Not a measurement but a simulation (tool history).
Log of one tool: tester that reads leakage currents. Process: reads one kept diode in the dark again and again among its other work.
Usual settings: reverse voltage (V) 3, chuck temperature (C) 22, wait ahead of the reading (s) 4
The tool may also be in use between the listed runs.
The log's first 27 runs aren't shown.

| run | hour | reverse voltage (V) | chuck temperature (C) | wait ahead of the reading (s) | hours of work since the probe card was cleaned | hours of work since the tester was calibrated | hours of work since the chuck was calibrated | current that the tester gives (pA) |
|---|---|---|---|---|---|---|---|---|
| 28 | 5237.6 | 2.62 | 22 | 0.54 | 425 | 623 | 651 | 108.96 |
| 29 | 5523.4 | 2.62 | 22 | 0.54 | 629 | 827 | 855 | 106.93 |
| 30 | 5753 | 2.02 | 56 | 4 | 793 | 991 | 1019 | 996.87 |
|  | 5898.9 | chuck's temperature calibrated |
| 31 | 6020.4 | 3 | 26 | 1.5 | 983 | 1181 | 87 | 166.21 |
| 32 | 6182.5 | 3.98 | 28 | 4.22 | 1099 | 1297 | 203 | 213.7 |
| 33 | 6452.4 | 11.34 | 22 | 0.99 | 1292 | 1490 | 396 | 208.5 |
| 34 | 6600.3 | 3 | 24 | 6.05 | 1397 | 1596 | 501 | 137.5 |
| 35 | 6851.1 | 3 | 24 | 2.68 | 1577 | 1775 | 681 | 135.43 |
| 36 | 7011.9 | 3 | 24 | 2.68 | 1692 | 1890 | 796 | 133.77 |
| 37 | 7272.6 | 12.55 | 22 | 1.66 | 1878 | 2076 | 982 | 204.53 |
|  | 7313.7 | tester calibrated |
|  | 7465.2 | chuck's temperature calibrated |
| 38 | 7493.1 | 12.55 | 22 | 1.66 | 2033 | 127 | 20 | 221.45 |
| 39 | 7783.1 | 13.12 | 22 | 5.12 | 2240 | 334 | 227 | 220.91 |

Forecast each of these 4 alternatives for the next run:
| A | 8026.6 | 1.04 | 22 | 1.25 | 2414 | 508 | 401 | ? |
| B | 8026.6 | 1.35 | 22 | 5.12 | 2414 | 508 | 401 | ? |
| C | 8026.6 | 8.73 | 23 | 0.55 | 2414 | 508 | 401 | ? |
| D | 8026.6 | 3.45 | 22 | 4 | 2414 | 508 | 401 | ? |

| run | current that the tester gives (pA) |
|---|---|
| A | 76.51 |
| B | 84.5 |
| C | 202.71 |
| D | 123.98 |
Without the tool's hidden state the same runs would have given:
| run | current that the tester gives (pA) |
|---|---|
| A | 78.92 |
| B | 87.06 |
| C | 205.13 |
| D | 126.81 |

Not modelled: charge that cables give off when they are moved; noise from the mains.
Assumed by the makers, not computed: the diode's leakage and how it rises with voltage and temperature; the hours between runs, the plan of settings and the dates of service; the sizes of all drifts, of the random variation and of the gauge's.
